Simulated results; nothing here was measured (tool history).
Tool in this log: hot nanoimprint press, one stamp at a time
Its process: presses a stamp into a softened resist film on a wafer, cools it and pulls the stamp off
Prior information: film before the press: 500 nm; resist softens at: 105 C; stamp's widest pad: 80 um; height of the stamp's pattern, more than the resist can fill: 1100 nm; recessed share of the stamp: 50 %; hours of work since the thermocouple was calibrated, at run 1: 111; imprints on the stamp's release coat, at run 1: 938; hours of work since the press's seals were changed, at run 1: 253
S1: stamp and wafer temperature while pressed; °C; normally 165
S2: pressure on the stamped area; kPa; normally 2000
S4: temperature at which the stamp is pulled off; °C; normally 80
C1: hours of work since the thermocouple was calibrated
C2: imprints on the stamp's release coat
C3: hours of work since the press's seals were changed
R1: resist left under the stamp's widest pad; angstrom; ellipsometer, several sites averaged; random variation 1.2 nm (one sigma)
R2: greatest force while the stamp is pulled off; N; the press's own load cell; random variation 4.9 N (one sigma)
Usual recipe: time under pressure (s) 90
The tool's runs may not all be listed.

run 1 hour=0.0 | S1=165 S2=2000 time_under_pressure_(s)=90 S4=80 | C1=111 C2=938 C3=253 | R1=2604 R2=234
run 2 hour=14.5 | S1=165 S2=2000 time_under_pressure_(s)=90 S4=80 | C1=117 C2=974 C3=259 | R1=2597 R2=228
run 3 hour=24.6 | S1=165 S2=2000 time_under_pressure_(s)=90 S4=80 | C1=122 C2=998 C3=264 | R1=2573 R2=250
run 4 hour=34.9 | S1=165 S2=2000 time_under_pressure_(s)=90 S4=80 | C1=126 C2=1024 C3=268 | R1=2585 R2=246
run 5 hour=49.9 | S1=165 S2=2000 time_under_pressure_(s)=90 S4=80 | C1=132 C2=1060 C3=274 | R1=2595 R2=244
run 6 hour=57.0 | S1=165 S2=2000 time_under_pressure_(s)=90 S4=80 | C1=135 C2=1077 C3=277 | R1=2544 R2=237
-- hour=64.5 stamp cleaned and given a new release coat
run 7 hour=70.5 | S1=165 S2=2000 time_under_pressure_(s)=90 S4=80 | C1=138 C2=15 C3=280 | R1=2574 R2=233
run 8 hour=78.7 | S1=165 S2=2000 time_under_pressure_(s)=90 S4=80 | C1=142 C2=35 C3=284 | R1=2565 R2=231
run 9 hour=86.3 | S1=165 S2=2000 time_under_pressure_(s)=90 S4=80 | C1=145 C2=53 C3=287 | R1=2564 R2=240
run 10 hour=98.7 | S1=165 S2=2000 time_under_pressure_(s)=113 S4=80 | C1=150 C2=83 C3=292 | R1=2348 R2=237
run 11 hour=105.8 | S1=165 S2=2000 time_under_pressure_(s)=113 S4=65 | C1=153 C2=101 C3=295 | R1=2345 R2=271
run 12 hour=118.2 | S1=165 S2=2000 time_under_pressure_(s)=127 S4=80 | C1=158 C2=131 C3=300 | R1=2263 R2=237
run 13 hour=132.2 | S1=165 S2=2000 time_under_pressure_(s)=127 S4=80 | C1=164 C2=165 C3=306 | R1=2234 R2=237
run 14 hour=145.2 | S1=165 S2=2000 time_under_pressure_(s)=127 S4=80 | C1=170 C2=197 C3=312 | R1=2247 R2=236
run 15 hour=161.4 | S1=165 S2=2000 time_under_pressure_(s)=127 S4=80 | C1=176 C2=236 C3=318 | R1=2222 R2=237
run 16 hour=176.1 | S1=164 S2=1430 time_under_pressure_(s)=127 S4=80 | C1=182 C2=272 C3=325 | R1=2682 R2=227
run 17 hour=188.2 | S1=163 S2=1430 time_under_pressure_(s)=127 S4=81 | C1=188 C2=302 C3=330 | R1=2773 R2=224
run 18 hour=199.6 | S1=159 S2=2420 time_under_pressure_(s)=105 S4=78 | C1=192 C2=330 C3=334 | R1=2981 R2=239
run 19 hour=207.0 | S1=171 S2=2420 time_under_pressure_(s)=105 S4=78 | C1=195 C2=348 C3=337 | R1=1633 R2=235
run 20 hour=215.6 | S1=174 S2=1460 time_under_pressure_(s)=48 S4=83 | C1=199 C2=369 C3=341 | R1=2411 R2=236

Run 21, settings as shown, results not yet in. Your forecast:
run 21 hour=226.1 | S1=165 S2=2000 time_under_pressure_(s)=74 S4=80 | C1=203 C2=394 C3=345 | R1=? R2=?

{"run 21": {"R1": 2694, "R2": 238}}
The same run, on a tool lacking any hidden state, would have yielded R1 2759 angstrom, R2 237 N.
